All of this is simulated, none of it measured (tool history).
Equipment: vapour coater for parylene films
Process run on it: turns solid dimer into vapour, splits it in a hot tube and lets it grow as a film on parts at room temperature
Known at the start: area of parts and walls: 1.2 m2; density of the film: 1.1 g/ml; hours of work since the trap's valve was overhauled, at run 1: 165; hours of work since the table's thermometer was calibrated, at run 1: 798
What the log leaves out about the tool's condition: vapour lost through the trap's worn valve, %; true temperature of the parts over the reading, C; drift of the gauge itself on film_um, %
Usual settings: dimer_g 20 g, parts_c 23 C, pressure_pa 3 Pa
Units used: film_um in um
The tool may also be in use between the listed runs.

run   hour  dimer_g  parts_c  pressure_pa  hours of work since the trap's valve was overhauled  hours of work since the table's thermometer was calibrated  film_um
  1      0       20       23            3                                                  165                                                         798    11.84
  2   18.9       20       23         4.45                                                  179                                                         812     11.1
  3   40.2       20       23         4.45                                                  195                                                         828     11.1
  4   59.4       20       23         4.45                                                  209                                                         842    11.06
  5   98.3       20       23            3                                                  238                                                         871    11.82
  6  115.4       21       23            3                                                  251                                                         884    12.29
  7  140.3       21       23            3                                                  270                                                         902    12.34
  8  164.5       20       23            3                                                  288                                                         920    11.73
  9  188.4       20       23            3                                                  306                                                         938    11.69
 10  216.8       20       23            3                                                  327                                                         959    11.67
 11  239.2       20       23            3                                                  343                                                         976    11.67
 12  256.7       20       23            3                                                  356                                                         989    11.64
 13  275.6       20       23            3                                                  370                                                        1003    11.59
 14  308.3       20       15            3                                                  395                                                        1027    13.89
 15  343.1       21       23            3                                                  421                                                        1053     12.1
 16  370.7       20       23            3                                                  441                                                        1074    11.51
 17  396.6       20       23            3                                                  460                                                        1093    11.54
 18  416.9       13       23            3                                                  476                                                        1108     7.49
     428.7  -- trap's valve overhauled
 19  442.9       20       17         2.94                                                   11                                                        1124       14
 20  466.1       18       24            3                                                   28                                                        1142    10.65
 21  482.7       20       27          3.2                                                   40                                                        1154    10.92
 22  506.3       20       27          3.2                                                   58                                                        1172    10.91
 23    523       20       27          3.2                                                   70                                                        1184    10.91
 24  540.2       20       35            3                                                   83                                                        1197     9.16
 25  563.3       20       35            3                                                  100                                                        1214     9.13
 26    589       12       35            3                                                  119                                                        1233     5.48
 27  610.4       12       35            3                                                  135                                                        1249     5.49
 28  647.6       12       35            3                                                  163                                                        1277     5.45
 29  676.1       20       30          4.1                                                  184                                                        1298      9.7
 30  702.5       29       28         6.71                                                  204                                                        1318    13.52
     718.3  -- table's thermometer calibrated
 31    731       32       29         2.83                                                  224                                                           9    16.31
 32  765.9       25       20         2.83                                                  250                                                          35    15.58
 33  787.2       25       20         2.83                                                  266                                                          51    15.57
 34  822.5       25       20         2.83                                                  293                                                          78     15.5
 35  857.2       25       20         2.83                                                  318                                                         103     15.5

Branching from run 35: 4 alternative next runs. What would each branch give?
  A  881.9       25       20         2.14                                                  337                                                         122        ?
  B  881.9       21       31         4.77                                                  337                                                         122        ?
  C  881.9       25       24         2.83                                                  337                                                         122        ?
  D  881.9       20       23         9.76                                                  337                                                         122        ?

run  film_um
  A    16.12
  B     9.29
  C    14.18
  D     9.51
Had the tool no hidden state, the same runs would have come out as:
run  film_um
  A    16.88
  B     9.73
  C    14.84
  D     9.96

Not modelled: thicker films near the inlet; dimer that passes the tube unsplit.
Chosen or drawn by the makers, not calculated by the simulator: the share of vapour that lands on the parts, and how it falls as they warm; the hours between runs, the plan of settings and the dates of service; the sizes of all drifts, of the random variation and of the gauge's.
